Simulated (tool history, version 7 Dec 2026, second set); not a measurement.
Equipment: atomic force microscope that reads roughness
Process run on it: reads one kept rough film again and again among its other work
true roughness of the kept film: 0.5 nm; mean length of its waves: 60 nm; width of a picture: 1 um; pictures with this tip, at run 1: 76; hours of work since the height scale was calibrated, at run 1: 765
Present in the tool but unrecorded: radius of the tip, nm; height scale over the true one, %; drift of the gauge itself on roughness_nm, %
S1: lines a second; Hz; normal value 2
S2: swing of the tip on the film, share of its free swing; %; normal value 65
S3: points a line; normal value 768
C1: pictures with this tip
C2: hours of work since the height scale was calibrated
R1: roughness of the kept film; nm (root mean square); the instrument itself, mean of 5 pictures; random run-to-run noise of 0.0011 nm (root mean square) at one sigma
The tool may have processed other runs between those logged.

Run 1, hour 0: usual settings; C1 76; C2 765. Result: R1 0.46 nm (root mean square).
At hour 3.1: new tip fitted.
Run 2, hour 42.1: usual settings; C1 52; C2 787. Result: R1 0.463 nm (root mean square).
At hour 61.4: new tip fitted.
Run 3, hour 62.3: usual settings; C1 1; C2 798. Result: R1 0.464 nm (root mean square).
Run 4, hour 85.5: usual settings; C1 32; C2 810. Result: R1 0.464 nm (root mean square).
At hour 121.1: new tip fitted.
Run 5, hour 121.1: usual settings but S2 86 %; C1 0; C2 829. Result: R1 0.412 nm (root mean square).
Run 6, hour 166.5: usual settings but S2 86 %; C1 61; C2 853. Result: R1 0.409 nm (root mean square).
At hour 180.7: new tip fitted.
Run 7, hour 193.4: usual settings but S2 86 %; C1 17; C2 867. Result: R1 0.412 nm (root mean square).
Run 8, hour 216: usual settings; C1 48; C2 880. Result: R1 0.462 nm (root mean square).
At hour 239.1: new tip fitted.
Run 9, hour 243.3: usual settings; C1 5; C2 894. Result: R1 0.466 nm (root mean square).
Run 10, hour 283.7: usual settings but S2 58 %; C1 60; C2 916. Result: R1 0.474 nm (root mean square).
At hour 301.2: new tip fitted.
Run 11, hour 307.8: usual settings but S2 58 %; C1 9; C2 928. Result: R1 0.475 nm (root mean square).
Run 12, hour 354.6: usual settings but S2 58 %; C1 72; C2 953. Result: R1 0.471 nm (root mean square).
At hour 359.3: new tip fitted.
Run 13, hour 390.9: usual settings but S2 58 %; C1 43; C2 972. Result: R1 0.473 nm (root mean square).
At hour 419.9: new tip fitted.
Run 14, hour 430: usual settings but S1 3.23 Hz, S2 58 %, S3 666; C1 13; C2 993. Result: R1 0.461 nm (root mean square).
Run 15, hour 468.5: usual settings but S2 67 %, S3 310; C1 65; C2 1014. Result: R1 0.458 nm (root mean square).
At hour 479.4: new tip fitted.
Run 16, hour 490.8: usual settings but S3 389; C1 15; C2 1025. Result: R1 0.464 nm (root mean square).
Run 17, hour 518.8: usual settings but S1 0.91 Hz, S2 81 %, S3 844; C1 52; C2 1040. Result: R1 0.461 nm (root mean square).
At hour 540.2: new tip fitted.
Run 18, hour 557.3: usual settings but S1 1.02 Hz, S2 55 %, S3 556; C1 23; C2 1061. Result: R1 0.485 nm (root mean square).
At hour 600.1: new tip fitted.
Run 19, hour 604: usual settings but S1 2.92 Hz, S2 63 %, S3 511; C1 5; C2 1085. Result: R1 0.458 nm (root mean square).

5 options for the next run, each taken on its own from the tool as it stands now. Forecast them:
Run A, hour 639.4: usual settings but S1 2.92 Hz, S2 63 %, S3 476; C1 52; C2 1104. Result: R1 ?.
Run B, hour 639.4: usual settings but S1 2.01 Hz, S2 56 %, S3 918; C1 52; C2 1104. Result: R1 ?.
Run C, hour 639.4: usual settings but S2 57 %; C1 52; C2 1104. Result: R1 ?.
Run D, hour 639.4: usual settings but S1 2.92 Hz, S2 68 %, S3 286; C1 52; C2 1104. Result: R1 ?.
Run E, hour 639.4: usual settings but S2 67 %, S3 276; C1 52; C2 1104. Result: R1 ?.

run     R1
  A  0.453
  B  0.472
  C  0.475
  D  0.439
  E  0.456
Without the tool's unlogged condition, the same runs would have read:
run     R1
  A  0.459
  B  0.477
  C   0.48
  D  0.444
  E  0.462

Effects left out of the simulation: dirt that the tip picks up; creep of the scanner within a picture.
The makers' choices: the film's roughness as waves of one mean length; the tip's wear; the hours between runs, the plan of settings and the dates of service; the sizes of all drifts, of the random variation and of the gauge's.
